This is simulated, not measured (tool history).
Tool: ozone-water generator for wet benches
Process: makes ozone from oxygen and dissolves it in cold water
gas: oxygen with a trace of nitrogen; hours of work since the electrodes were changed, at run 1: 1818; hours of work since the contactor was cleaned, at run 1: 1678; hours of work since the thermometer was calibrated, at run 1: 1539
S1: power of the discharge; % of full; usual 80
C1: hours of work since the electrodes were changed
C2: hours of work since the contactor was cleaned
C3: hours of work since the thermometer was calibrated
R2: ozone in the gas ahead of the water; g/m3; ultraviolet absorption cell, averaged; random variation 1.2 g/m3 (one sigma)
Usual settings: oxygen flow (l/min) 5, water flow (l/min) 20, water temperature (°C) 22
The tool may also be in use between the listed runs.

run 1 hour=0 | S1=80 oxygen_flow_(l/min)=5 water_flow_(l/min)=20 water_temperature_(°C)=22 | C1=1818 C2=1678 C3=1539 | dissolved_ozone_(ppm)=25.5 R2=228.9
run 2 hour=35.4 | S1=80 oxygen_flow_(l/min)=5 water_flow_(l/min)=20 water_temperature_(°C)=14 | C1=1845 C2=1706 C3=1567 | dissolved_ozone_(ppm)=28.2 R2=227.3
run 3 hour=86.8 | S1=80 oxygen_flow_(l/min)=5 water_flow_(l/min)=20 water_temperature_(°C)=22 | C1=1885 C2=1746 C3=1607 | dissolved_ozone_(ppm)=25.3 R2=227.8
run 4 hour=148.9 | S1=80 oxygen_flow_(l/min)=5.38 water_flow_(l/min)=20 water_temperature_(°C)=22 | C1=1934 C2=1794 C3=1655 | dissolved_ozone_(ppm)=25.6 R2=221.4
run 5 hour=178.6 | S1=80 oxygen_flow_(l/min)=5.38 water_flow_(l/min)=20 water_temperature_(°C)=22 | C1=1957 C2=1817 C3=1678 | dissolved_ozone_(ppm)=25.6 R2=222.2
run 6 hour=215.5 | S1=80 oxygen_flow_(l/min)=5.38 water_flow_(l/min)=20 water_temperature_(°C)=22 | C1=1986 C2=1846 C3=1707 | dissolved_ozone_(ppm)=25.4 R2=223.4
run 7 hour=260.4 | S1=80 oxygen_flow_(l/min)=5.38 water_flow_(l/min)=20 water_temperature_(°C)=22 | C1=2021 C2=1881 C3=1742 | dissolved_ozone_(ppm)=25.7 R2=221.8
run 8 hour=323.4 | S1=80 oxygen_flow_(l/min)=5 water_flow_(l/min)=20 water_temperature_(°C)=22 | C1=2070 C2=1930 C3=1791 | dissolved_ozone_(ppm)=25.3 R2=228.5
run 9 hour=378.1 | S1=80 oxygen_flow_(l/min)=5 water_flow_(l/min)=20 water_temperature_(°C)=22 | C1=2112 C2=1973 C3=1833 | dissolved_ozone_(ppm)=25.2 R2=226.6
run 10 hour=420.5 | S1=80 oxygen_flow_(l/min)=5 water_flow_(l/min)=20 water_temperature_(°C)=22 | C1=2145 C2=2006 C3=1866 | dissolved_ozone_(ppm)=25.2 R2=228.5
run 11 hour=454.5 | S1=80 oxygen_flow_(l/min)=5 water_flow_(l/min)=20 water_temperature_(°C)=22 | C1=2172 C2=2032 C3=1893 | dissolved_ozone_(ppm)=25.3 R2=226.7
run 12 hour=484.4 | S1=80 oxygen_flow_(l/min)=5 water_flow_(l/min)=20 water_temperature_(°C)=22 | C1=2195 C2=2056 C3=1916 | dissolved_ozone_(ppm)=25.1 R2=228.1
run 13 hour=538.2 | S1=80 oxygen_flow_(l/min)=5 water_flow_(l/min)=20 water_temperature_(°C)=22 | C1=2237 C2=2097 C3=1958 | dissolved_ozone_(ppm)=25.7 R2=228.8
run 14 hour=568.2 | S1=46 oxygen_flow_(l/min)=5 water_flow_(l/min)=20 water_temperature_(°C)=22 | C1=2260 C2=2121 C3=1981 | dissolved_ozone_(ppm)=19.2 R2=169.5
run 15 hour=620.6 | S1=46 oxygen_flow_(l/min)=5 water_flow_(l/min)=20 water_temperature_(°C)=22 | C1=2301 C2=2161 C3=2022 | dissolved_ozone_(ppm)=19 R2=171.2
run 16 hour=686.5 | S1=46 oxygen_flow_(l/min)=5 water_flow_(l/min)=20 water_temperature_(°C)=22 | C1=2352 C2=2213 C3=2073 | dissolved_ozone_(ppm)=19.6 R2=171.6
run 17 hour=749.2 | S1=66 oxygen_flow_(l/min)=5 water_flow_(l/min)=20 water_temperature_(°C)=14 | C1=2401 C2=2262 C3=2122 | dissolved_ozone_(ppm)=25.5 R2=205
run 18 hour=788.2 | S1=66 oxygen_flow_(l/min)=4.56 water_flow_(l/min)=16 water_temperature_(°C)=15 | C1=2431 C2=2292 C3=2153 | dissolved_ozone_(ppm)=29.2 R2=213.4
run 19 hour=831.8 | S1=66 oxygen_flow_(l/min)=4.56 water_flow_(l/min)=16 water_temperature_(°C)=15 | C1=2465 C2=2326 C3=2186 | dissolved_ozone_(ppm)=29.4 R2=215.3
run 20 hour=865.3 | S1=68 oxygen_flow_(l/min)=4.56 water_flow_(l/min)=16 water_temperature_(°C)=15 | C1=2491 C2=2352 C3=2213 | dissolved_ozone_(ppm)=30 R2=216.2
run 21 hour=918 | S1=70 oxygen_flow_(l/min)=5.58 water_flow_(l/min)=15 water_temperature_(°C)=17 | C1=2532 C2=2393 C3=2254 | dissolved_ozone_(ppm)=31.9 R2=204.1
run 22 hour=970.9 | S1=70 oxygen_flow_(l/min)=7.12 water_flow_(l/min)=26 water_temperature_(°C)=25 | C1=2574 C2=2434 C3=2295 | dissolved_ozone_(ppm)=19.2 R2=185.3
run 23 hour=1010.9 | S1=70 oxygen_flow_(l/min)=7.12 water_flow_(l/min)=26 water_temperature_(°C)=25 | C1=2605 C2=2465 C3=2326 | dissolved_ozone_(ppm)=19.2 R2=183.7
run 24 hour=1046.1 | S1=70 oxygen_flow_(l/min)=7.12 water_flow_(l/min)=17 water_temperature_(°C)=20 | C1=2632 C2=2493 C3=2353 | dissolved_ozone_(ppm)=27.7 R2=184.9
run 25 hour=1098.3 | S1=62 oxygen_flow_(l/min)=5 water_flow_(l/min)=20 water_temperature_(°C)=16 | C1=2673 C2=2533 C3=2394 | dissolved_ozone_(ppm)=24.1 R2=199.7
run 26 hour=1136 | S1=62 oxygen_flow_(l/min)=5 water_flow_(l/min)=20 water_temperature_(°C)=16 | C1=2702 C2=2563 C3=2423 | dissolved_ozone_(ppm)=24.4 R2=198.7
run 27 hour=1185 | S1=92 oxygen_flow_(l/min)=3.01 water_flow_(l/min)=26 water_temperature_(°C)=14 | C1=2740 C2=2601 C3=2461 | dissolved_ozone_(ppm)=20.8 R2=299.1
run 28 hour=1245.1 | S1=92 oxygen_flow_(l/min)=3.01 water_flow_(l/min)=26 water_temperature_(°C)=14 | C1=2787 C2=2648 C3=2508 | dissolved_ozone_(ppm)=20.6 R2=297.6
run 29 hour=1292.2 | S1=92 oxygen_flow_(l/min)=3.01 water_flow_(l/min)=26 water_temperature_(°C)=14 | C1=2824 C2=2684 C3=2545 | dissolved_ozone_(ppm)=20.8 R2=298.7
run 30 hour=1333.9 | S1=50 oxygen_flow_(l/min)=8.28 water_flow_(l/min)=20 water_temperature_(°C)=15 | C1=2856 C2=2717 C3=2577 | dissolved_ozone_(ppm)=23.3 R2=147.7
run 31 hour=1378.7 | S1=50 oxygen_flow_(l/min)=8.28 water_flow_(l/min)=20 water_temperature_(°C)=15 | C1=2891 C2=2752 C3=2612 | dissolved_ozone_(ppm)=23.4 R2=147.4
run 32 hour=1410 | S1=50 oxygen_flow_(l/min)=8.28 water_flow_(l/min)=20 water_temperature_(°C)=15 | C1=2915 C2=2776 C3=2637 | dissolved_ozone_(ppm)=23.3 R2=146

Forecast each of these 5 alternatives for the next run:
run A hour=1443.7 | S1=47 oxygen_flow_(l/min)=8.28 water_flow_(l/min)=14 water_temperature_(°C)=15 | C1=2942 C2=2802 C3=2663 | dissolved_ozone_(ppm)=? R2=?
run B hour=1443.7 | S1=67 oxygen_flow_(l/min)=6.82 water_flow_(l/min)=29 water_temperature_(°C)=15 | C1=2942 C2=2802 C3=2663 | dissolved_ozone_(ppm)=? R2=?
run C hour=1443.7 | S1=49 oxygen_flow_(l/min)=5.34 water_flow_(l/min)=15 water_temperature_(°C)=22 | C1=2942 C2=2802 C3=2663 | dissolved_ozone_(ppm)=? R2=?
run D hour=1443.7 | S1=80 oxygen_flow_(l/min)=5 water_flow_(l/min)=14 water_temperature_(°C)=16 | C1=2942 C2=2802 C3=2663 | dissolved_ozone_(ppm)=? R2=?
run E hour=1443.7 | S1=50 oxygen_flow_(l/min)=5.63 water_flow_(l/min)=20 water_temperature_(°C)=15 | C1=2942 C2=2802 C3=2663 | dissolved_ozone_(ppm)=? R2=?

run=A dissolved_ozone_(ppm)=28.2 R2=141.5
run=B dissolved_ozone_(ppm)=19.9 R2=183.7
run=C dissolved_ozone_(ppm)=23.7 R2=171.9
run=D dissolved_ozone_(ppm)=35.5 R2=228.9
run=E dissolved_ozone_(ppm)=22.4 R2=171.6
Without the tool's hidden state the same runs would have given:
run=A dissolved_ozone_(ppm)=28.3 R2=141.7
run=B dissolved_ozone_(ppm)=20 R2=184
run=C dissolved_ozone_(ppm)=23.7 R2=172.1
run=D dissolved_ozone_(ppm)=35.6 R2=229.4
run=E dissolved_ozone_(ppm)=22.4 R2=171.9

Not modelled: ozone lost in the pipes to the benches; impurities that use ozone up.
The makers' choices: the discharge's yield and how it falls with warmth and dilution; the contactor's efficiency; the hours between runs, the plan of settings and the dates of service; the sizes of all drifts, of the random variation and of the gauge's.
